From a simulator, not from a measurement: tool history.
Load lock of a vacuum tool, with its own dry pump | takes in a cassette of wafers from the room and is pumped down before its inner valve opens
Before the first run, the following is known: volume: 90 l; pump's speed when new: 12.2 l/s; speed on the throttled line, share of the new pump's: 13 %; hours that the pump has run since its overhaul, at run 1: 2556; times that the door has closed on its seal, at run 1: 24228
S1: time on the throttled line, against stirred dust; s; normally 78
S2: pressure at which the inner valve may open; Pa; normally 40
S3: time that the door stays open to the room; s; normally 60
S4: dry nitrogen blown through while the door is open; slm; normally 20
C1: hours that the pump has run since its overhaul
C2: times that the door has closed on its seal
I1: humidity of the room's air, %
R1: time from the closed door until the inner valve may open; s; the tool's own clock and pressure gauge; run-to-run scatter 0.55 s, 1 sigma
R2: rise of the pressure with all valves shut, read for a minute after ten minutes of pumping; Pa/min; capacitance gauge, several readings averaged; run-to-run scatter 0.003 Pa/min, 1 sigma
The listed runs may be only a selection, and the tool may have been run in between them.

run,day,S1,S2,S3,S4,C1,C2,I1,R1,R2
1,0.000,78,40,60,20,2556,24228,43.1,127.8,0.153
2,15.508,78,40,60,20,2928,25822,44.7,127.7,0.164
3,28.904,78,40,60,20,3250,27200,45.6,128.0,0.173
4,43.871,78,40,60,20,3609,28739,46.5,128.5,0.194
5,58.596,78,40,60,20,3962,30253,45.6,128.6,0.203
6,75.696,78,40,60,20,4373,32011,46.4,128.0,0.224
7,96.533,78,40,60,20,4873,34154,45.8,128.6,0.248
# day 106.921: door's seal changed, seat wiped
8,115.367,78,40,60,20,5323,868,45.9,128.8,0.030
9,136.412,78,40,60,34,5828,3032,44.3,129.3,0.028
10,161.712,78,40,49,20,6435,5633,44.2,129.1,0.043
11,173.975,78,40,49,20,6730,6895,43.6,130.0,0.041
12,196.275,78,40,49,20,7265,9187,43.3,130.4,0.053
13,213.358,78,40,49,20,7675,10944,45.4,130.3,0.064
14,239.183,78,40,60,6,8295,13599,43.5,130.9,0.093
15,265.533,78,40,60,6,8927,16309,42.2,130.9,0.104
16,281.992,56,40,60,20,9322,18001,44.7,112.5,0.109
17,303.358,56,40,60,20,9835,20198,43.7,112.2,0.124
18,318.196,56,40,60,20,10191,21724,42.8,113.1,0.138
19,331.042,56,40,60,20,10499,23045,43.2,113.1,0.148
20,349.121,71,30,199,11,10933,24904,46.1,128.6,0.187
21,370.912,71,30,199,14,11456,27145,48.2,129.3,0.207
22,390.267,52,43,60,20,11921,29134,42.7,109.2,0.197
23,402.875,77,70,57,20,12223,30431,44.4,126.6,0.210
24,421.612,84,70,57,20,12673,32358,45.5,133.5,0.235
25,439.267,78,41,60,11,13097,34173,44.2,133.5,0.259
# day 448.362: door's seal changed, seat wiped
26,453.554,43,54,38,34,13438,534,39.5,100.5,0.018
27,477.462,78,66,60,20,14012,2992,45.1,129.1,0.032
28,497.692,78,66,60,20,14497,5072,46.0,129.9,0.041
29,509.625,78,66,60,20,14784,6299,46.9,130.8,0.042
30,523.721,78,66,60,20,15122,7749,46.8,130.0,0.047
31,548.262,99,56,61,27,15711,10272,43.7,150.0,0.051
32,569.700,99,56,61,27,16226,12476,45.4,149.0,0.072
33,595.125,97,58,51,26,16836,15090,44.2,148.9,0.075
34,616.400,97,34,47,26,17346,17278,43.0,152.4,0.098
35,631.075,97,34,47,26,17699,18787,42.9,151.6,0.107
36,647.525,97,34,47,26,18093,20479,49.8,153.1,0.124

Some steps in R1 between neighbouring runs. How much of each would the tool show without its hidden state too (settings, what came in, random variation), and how much is left for the hidden state, with any gauge scatter that isn't in both results?
The hidden state here: pump's speed, % of a new pump's; leak at the door's seal, Pa l/s; drift of the gauge itself on ready_s, %; drift of the gauge itself on rise_pa_min, %.
Run 21 -> 22: S1 71 -> 52, S2 30 -> 43, S3 199 -> 60, S4 14 -> 20. R1 -20.1 s: hidden state +0.2, all else -20.3.
Run 22 -> 23: S1 52 -> 77, S2 43 -> 70, S3 60 -> 57. R1 +17.4 s: hidden state -0.8, all else +18.2.
Run 24 -> 25: S1 84 -> 78, S2 70 -> 41, S3 57 -> 60, S4 20 -> 11. R1 +0.0 s: hidden state +0.9, all else -0.9.
Run 25 -> 26: S1 78 -> 43, S2 41 -> 54, S3 60 -> 38, S4 11 -> 34, door's seal changed, seat wiped. R1 -33.0 s: hidden state +0.6, all else -33.6.
Run 26 -> 27: S1 43 -> 78, S2 54 -> 66, S3 38 -> 60, S4 34 -> 20. R1 +28.6 s: hidden state -0.5, all else +29.1.
Run 33 -> 34: S2 58 -> 34, S3 51 -> 47. R1 +3.5 s: hidden state +1.2, all else +2.3.
